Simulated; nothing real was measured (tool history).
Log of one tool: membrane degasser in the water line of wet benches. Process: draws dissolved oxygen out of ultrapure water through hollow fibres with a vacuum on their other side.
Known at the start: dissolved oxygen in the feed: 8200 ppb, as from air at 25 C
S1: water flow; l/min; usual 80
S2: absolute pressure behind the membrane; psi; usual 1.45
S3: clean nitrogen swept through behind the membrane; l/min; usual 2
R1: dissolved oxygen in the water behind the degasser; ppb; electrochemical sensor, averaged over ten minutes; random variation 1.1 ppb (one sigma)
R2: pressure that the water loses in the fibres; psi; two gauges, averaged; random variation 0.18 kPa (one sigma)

| run | hour | S1 | S2 | S3 | R1 | R2 |
|---|---|---|---|---|---|---|
| 1 | 0 | 80 | 1.45 | 2 | 526.7 | 5.197 |
| 2 | 30 | 80 | 1.45 | 2 | 526.8 | 5.159 |
| 3 | 49.5 | 128 | 1.45 | 2 | 764.2 | 8.301 |
| 4 | 74.5 | 128 | 1.45 | 2 | 761.7 | 8.298 |
| 5 | 113.2 | 128 | 1.45 | 2 | 763.6 | 8.277 |
| 6 | 137.5 | 80 | 1.45 | 2 | 527.6 | 5.172 |
| 7 | 160.9 | 80 | 1.45 | 2 | 527.9 | 5.159 |
| 8 | 204.8 | 80 | 1.45 | 2 | 527.7 | 5.16 |
| 9 | 238.3 | 88 | 2.8 | 2 | 1242.2 | 5.701 |
| 10 | 265.9 | 53 | 1 | 3.19 | 140.4 | 3.439 |
| 11 | 284.7 | 53 | 1 | 3.19 | 140.1 | 3.477 |
| 12 | 317.3 | 98 | 2.06 | 3.19 | 684.6 | 6.299 |
| 13 | 360.6 | 98 | 2.81 | 3.49 | 904.8 | 6.248 |
| 14 | 403.9 | 80 | 1.45 | 1.94 | 544.2 | 5.218 |
| 15 | 435.8 | 80 | 1.45 | 1.94 | 543.5 | 5.156 |

4 ways to go on from here, each from the tool as it stands after run 15. What would each give?
| A | 475.5 | 80 | 1.8 | 1.94 | ? | ? |
| B | 475.5 | 122 | 1.45 | 1.6 | ? | ? |
| C | 475.5 | 80 | 1.45 | 0.91 | ? | ? |
| D | 475.5 | 59 | 1.57 | 1.39 | ? | ? |

| run | R1 | R2 |
|---|---|---|
| A | 719.6 | 5.159 |
| B | 857 | 7.936 |
| C | 914 | 5.2 |
| D | 611.3 | 3.851 |
Without the tool's hidden state the same runs would have given:
| run | R1 | R2 |
|---|---|---|
| A | 711.7 | 5.159 |
| B | 847.6 | 7.935 |
| C | 903.9 | 5.198 |
| D | 604.6 | 3.851 |

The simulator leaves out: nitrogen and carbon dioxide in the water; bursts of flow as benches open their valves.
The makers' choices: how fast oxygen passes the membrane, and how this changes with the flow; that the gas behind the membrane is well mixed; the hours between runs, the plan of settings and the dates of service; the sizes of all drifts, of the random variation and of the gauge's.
